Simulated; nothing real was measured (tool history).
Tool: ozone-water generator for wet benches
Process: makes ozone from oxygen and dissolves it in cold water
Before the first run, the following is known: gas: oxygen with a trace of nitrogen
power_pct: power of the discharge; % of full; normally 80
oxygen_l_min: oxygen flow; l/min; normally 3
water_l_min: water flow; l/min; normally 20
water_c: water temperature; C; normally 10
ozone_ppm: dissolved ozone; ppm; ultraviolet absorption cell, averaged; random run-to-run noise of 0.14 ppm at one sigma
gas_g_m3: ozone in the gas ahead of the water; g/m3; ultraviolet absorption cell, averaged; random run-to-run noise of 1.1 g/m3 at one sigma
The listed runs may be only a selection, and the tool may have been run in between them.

run,hour,power_pct,oxygen_l_min,water_l_min,water_c,ozone_ppm,gas_g_m3
1,0,80,3,20,10,16,198.9
2,25.1,86,3,20,10,17,210.6
3,51.8,86,3,20,10,16.8,207.6
4,85.9,80,3,20,5,16.6,198.6
5,111.3,80,3,20,10,15.7,198.3
6,127.1,80,3,20,10,15.8,197.8
7,142.9,45,3,20,10,10.3,127.3
8,164,86,3,20,10,16.5,210.3
9,184,86,3,20,10,17,208.9
10,209,80,3,20,10,15.6,197.2
11,229.1,80,3,20,10,15.7,198.5
12,256.7,80,2.66,20,10,15.2,211
13,282.1,80,2.66,20,6,15.9,210.5
14,301.7,80,2.66,20,6,15.9,208.4
15,322.5,80,2.66,20,6,15.9,211.6
16,349,80,2.66,20,6,15.8,209.5
17,375.2,80,2.66,20,6,15.9,208
18,395,80,2.66,20,6,15.8,211.4
19,422.3,69,1.94,16,9,16.4,221.4
20,441.1,69,1.94,16,9,16.5,220.5
21,473.2,69,2.87,16,9,18.2,180
22,508.7,80,4.88,20,12,16.7,154.6
23,532,55,1.8,21,12,9.6,193.6
24,564.1,63,3,20,10,13.4,165.9
25,589.3,63,3,20,10,13,164.8
26,604.9,80,3,22,10,14.4,198.5
27,628.4,80,3,22,10,14.4,197
28,643,80,3,22,10,14.4,199.1
29,671.2,92,3,22,10,16,220.5
30,699,58,4.48,19,5,15.1,126.8
31,717.4,50,2.62,19,5,11.9,147.6
32,750.6,80,3,20,9,16.3,199.1
33,766.2,80,3,26,7,12.2,198
34,794.5,80,3,31,10,9.3,197.5

Between the runs listed above, the log contained 1 entry, not reproduced here. Where in the sequence does each belong, and how does what the log doesn't record of the tool's condition differ from the listed run before to the listed run after?
Runs 2 to 3: water thermometer calibrated (hour 48.5)
  true water temperature over the reading, C: 0.01 -> 0
